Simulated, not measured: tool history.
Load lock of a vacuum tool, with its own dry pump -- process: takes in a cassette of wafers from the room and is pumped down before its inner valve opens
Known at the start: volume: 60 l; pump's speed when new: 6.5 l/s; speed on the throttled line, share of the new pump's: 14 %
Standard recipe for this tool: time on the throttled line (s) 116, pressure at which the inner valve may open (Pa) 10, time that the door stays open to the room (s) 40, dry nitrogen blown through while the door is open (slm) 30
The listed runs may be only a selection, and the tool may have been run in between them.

run    hour  time on the throttled line (s)  pressure at which the inner valve may open (Pa)  time that the door stays open to the room (s)  dry nitrogen blown through while the door is open (slm)  incoming humidity of the room's air, %  time from the closed door until the inner valve may open (s)  rise of the pressure with all valves shut (Pa/min)
  1     0.0                             116                                               10                                             40                                                       30                                    43.6                                                         208.6                                               0.029
  2   141.7                             116                                               10                                             40                                                       30                                    45.0                                                         208.8                                               0.030
  3   306.4                             116                                               10                                             97                                                       30                                    44.0                                                         208.0                                               0.045
  4   490.0                             116                                               10                                             97                                                       30                                    45.6                                                         207.7                                               0.046
  5   648.5                             116                                               10                                             97                                                       30                                    46.1                                                         208.2                                               0.050
      768.3  -- dry pump taken out, an overhauled one fitted
  6   792.1                             116                                               10                                             40                                                       30                                    46.1                                                         185.1                                               0.033
  7  1014.3                              58                                               10                                             40                                                       30                                    45.7                                                         136.2                                               0.034
  8  1215.9                             116                                               10                                             40                                                       30                                    44.8                                                         185.8                                               0.036
  9  1320.6                             116                                               10                                             40                                                       30                                    46.8                                                         187.4                                               0.039
 10  1445.5                             104                                                8                                             29                                                       30                                    46.6                                                         179.9                                               0.037
 11  1625.4                             105                                                8                                             74                                                       30                                    44.7                                                         179.5                                               0.049
 12  1756.4                             163                                               11                                            214                                                        5                                    47.8                                                         225.6                                               0.133
 13  1971.6                             116                                               10                                             48                                                       30                                    46.2                                                         188.6                                               0.051
 14  2122.5                             210                                                8                                             30                                                       10                                    48.3                                                         272.3                                               0.054
 15  2216.8                             210                                                8                                             30                                                       10                                    48.8                                                         270.9                                               0.056
 16  2403.7                              64                                                8                                            136                                                       18                                    42.6                                                         148.3                                               0.080
 17  2608.3                             204                                                8                                            136                                                       18                                    46.5                                                         270.3                                               0.089

Predict each of these 3 candidate next runs independently; none follows another, all start after run 17:
  A  2830.5                             204                                                8                                            136                                                       15                                    43.9                                                             ?                                                   ?
  B  2830.5                             183                                               10                                            223                                                       30                                    45.8                                                             ?                                                   ?
  C  2830.5                             191                                                8                                            136                                                       10                                    44.6                                                             ?                                                   ?

run  time from the closed door until the inner valve may open (s)  rise of the pressure with all valves shut (Pa/min)
  A                                                         270.1                                               0.093
  B                                                         247.0                                               0.094
  C                                                         253.9                                               0.101
What these runs would have given with no unlogged condition in the tool:
run  time from the closed door until the inner valve may open (s)  rise of the pressure with all valves shut (Pa/min)
  A                                                         265.9                                               0.054
  B                                                         242.5                                               0.055
  C                                                         249.7                                               0.062

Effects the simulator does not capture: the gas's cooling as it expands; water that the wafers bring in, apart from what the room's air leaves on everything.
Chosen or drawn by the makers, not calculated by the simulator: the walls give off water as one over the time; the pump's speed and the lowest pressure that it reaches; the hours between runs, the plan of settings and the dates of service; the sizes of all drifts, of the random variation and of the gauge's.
